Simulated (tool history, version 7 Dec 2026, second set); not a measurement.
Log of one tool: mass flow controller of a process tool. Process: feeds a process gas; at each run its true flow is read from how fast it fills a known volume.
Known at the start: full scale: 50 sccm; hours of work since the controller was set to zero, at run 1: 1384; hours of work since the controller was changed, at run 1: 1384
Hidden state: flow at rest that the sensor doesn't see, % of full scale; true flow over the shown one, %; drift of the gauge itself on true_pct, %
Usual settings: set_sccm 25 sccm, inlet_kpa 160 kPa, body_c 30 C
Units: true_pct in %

| run | hour | set_sccm | inlet_kpa | body_c | hours of work since the controller was set to zero | hours of work since the controller was changed | true_pct |
|---|---|---|---|---|---|---|---|
| 1 | 0 | 25 | 160 | 30 | 1384 | 1384 | 100.92 |
| 2 | 238.3 | 25 | 160 | 30 | 1485 | 1485 | 100.96 |
| 3 | 457.6 | 25 | 160 | 30 | 1578 | 1578 | 101.04 |
| 4 | 646.4 | 7 | 160 | 30 | 1658 | 1658 | 101.45 |
| 5 | 938.7 | 7 | 160 | 30 | 1782 | 1782 | 101.68 |
| 6 | 1275 | 7 | 160 | 30 | 1924 | 1924 | 101.8 |
| 7 | 1492.4 | 7 | 160 | 30 | 2016 | 2016 | 101.91 |
| 8 | 1640.6 | 7 | 160 | 30 | 2079 | 2079 | 102.04 |
| 9 | 1791.4 | 7 | 160 | 30 | 2143 | 2143 | 102.02 |
| 10 | 1941.6 | 7 | 160 | 30 | 2207 | 2207 | 102.13 |
| 11 | 2119.2 | 7 | 160 | 30 | 2282 | 2282 | 102.26 |
| 12 | 2368.4 | 7 | 170 | 30 | 2388 | 2388 | 102.3 |
| 13 | 2530.1 | 7 | 170 | 30 | 2456 | 2456 | 102.4 |
| 14 | 2849.5 | 7 | 172 | 25 | 2592 | 2592 | 102.19 |
| 15 | 3180.3 | 25 | 205 | 30 | 2732 | 2732 | 101.67 |
| 16 | 3389.9 | 25 | 205 | 30 | 2821 | 2821 | 101.86 |
| 17 | 3686.8 | 25 | 205 | 30 | 2947 | 2947 | 101.94 |
| 18 | 3939.3 | 25 | 205 | 30 | 3054 | 3054 | 102.03 |
| 19 | 4109.5 | 25 | 205 | 30 | 3126 | 3126 | 102.13 |
| 20 | 4282.1 | 25 | 275 | 30 | 3199 | 3199 | 101.71 |
| 21 | 4550 | 17 | 208 | 38 | 3313 | 3313 | 103 |
| 22 | 4798.7 | 17 | 208 | 38 | 3418 | 3418 | 103.12 |
| 23 | 5096.5 | 25 | 258 | 30 | 3544 | 3544 | 102.15 |

Hidden state or all else? Some run-to-run changes of true_pct, split into what the settings, what came in and random variation would give without the hidden state, and what is left for the hidden state (with any gauge scatter that isn't in both results):
Run 3 -> 4: set_sccm 25 -> 7. true_pct +0.41 %: hidden state +1.03, all else -0.62.
Run 14 -> 15: set_sccm 7 -> 25, inlet_kpa 172 -> 205, body_c 25 -> 30. true_pct -0.52 %: hidden state -1.29, all else +0.77.
Run 20 -> 21: set_sccm 25 -> 17, inlet_kpa 275 -> 208, body_c 30 -> 38. true_pct +1.29 %: hidden state +0.4, all else +0.89.
Run 22 -> 23: set_sccm 17 -> 25, inlet_kpa 208 -> 258, body_c 38 -> 30. true_pct -0.97 %: hidden state -0.23, all else -0.74.

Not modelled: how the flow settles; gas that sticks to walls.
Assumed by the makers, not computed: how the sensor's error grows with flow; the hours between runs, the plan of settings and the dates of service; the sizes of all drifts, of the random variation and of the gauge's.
